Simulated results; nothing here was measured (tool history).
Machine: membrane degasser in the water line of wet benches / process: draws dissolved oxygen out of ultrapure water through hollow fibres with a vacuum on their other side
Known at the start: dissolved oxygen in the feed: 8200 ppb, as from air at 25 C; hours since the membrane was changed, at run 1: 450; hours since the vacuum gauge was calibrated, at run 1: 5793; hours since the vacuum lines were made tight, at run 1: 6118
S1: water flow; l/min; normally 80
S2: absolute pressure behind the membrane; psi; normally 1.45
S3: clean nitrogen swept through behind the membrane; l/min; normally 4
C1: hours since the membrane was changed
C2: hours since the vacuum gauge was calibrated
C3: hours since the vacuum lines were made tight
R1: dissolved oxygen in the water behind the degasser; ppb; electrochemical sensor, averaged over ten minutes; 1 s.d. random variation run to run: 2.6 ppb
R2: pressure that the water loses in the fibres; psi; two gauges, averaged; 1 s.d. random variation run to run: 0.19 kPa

run	hour	S1	S2	S3	C1	C2	C3	R1	R2
1	0	80	1.45	4	450	5793	6118	319.5	5.67
2	136.3	80	1.45	4	586	5929	6254	319.6	5.622
3	307	80	1.45	4	757	6100	6425	319.3	5.694
4	417.9	80	1.45	4	867	6211	6535	314.6	5.665
5	523.2	80	1.45	4.76	973	6316	6641	272	5.665
6	714.5	80	1.45	4.76	1164	6507	6832	273.9	5.726
# hour 747.7: vacuum gauge calibrated
7	875.4	80	1.45	4.76	1324	128	6992	276.9	5.62
8	979.5	80	1.45	4.76	1429	232	7097	277	5.677
9	1079.9	80	1.45	4.76	1529	332	7197	278.4	5.636
10	1190.3	80	1.45	4.76	1639	443	7307	277.8	5.765
11	1286.6	53	1.45	4	1736	539	7404	220.7	3.804
12	1422.2	80	1.45	4	1871	674	7539	320	5.717
13	1619.3	80	1.45	3.48	2068	872	7736	356.1	5.71
14	1769.8	80	1.45	3.48	2219	1022	7887	358.8	5.664
15	1917	51	1.45	3.48	2366	1169	8034	241.5	3.638
# hour 2136.9: vacuum gauge calibrated, once more
16	2152.4	51	1.45	3.48	2601	16	8269	220.4	3.658
17	2341.5	80	1.46	5.17	2790	205	8458	249.3	5.764
18	2530.9	76	1.46	2.13	2979	394	8647	485.2	5.484
19	2625.6	94	1.25	7.08	3074	489	8742	183.7	6.779
20	2778.5	80	1.39	2.06	3227	642	8895	485.8	5.758
21	2887	80	2.61	2.06	3336	750	9004	1041.8	5.791
22	3009.3	103	1.09	7.1	3458	872	9126	173.6	7.446
23	3142.5	103	1.09	7.1	3591	1006	9259	173.2	7.461
24	3293.5	74	1.09	7.1	3742	1157	9410	111.8	5.356
25	3440.6	76	1.16	2.77	3889	1304	9557	283.8	5.506

Consider 4 possible next runs. They are alternatives, not a sequence: every one starts from the tool as it was left by run 25. What does each give?
A	3592.5	106	1.45	2.47	4041	1456	9709	?	?
B	3592.5	113	1.16	2.77	4041	1456	9709	?	?
C	3592.5	59	1.8	2.67	4041	1456	9709	?	?
D	3592.5	76	1.93	2.77	4041	1456	9709	?	?

run	R1	R2
A	583.5	7.704
B	423	8.222
C	431.5	4.239
D	565.4	5.587
With no hidden state in the tool, these same runs would have given:
run	R1	R2
A	575.9	7.493
B	414.2	7.994
C	427.3	4.122
D	560.5	5.435
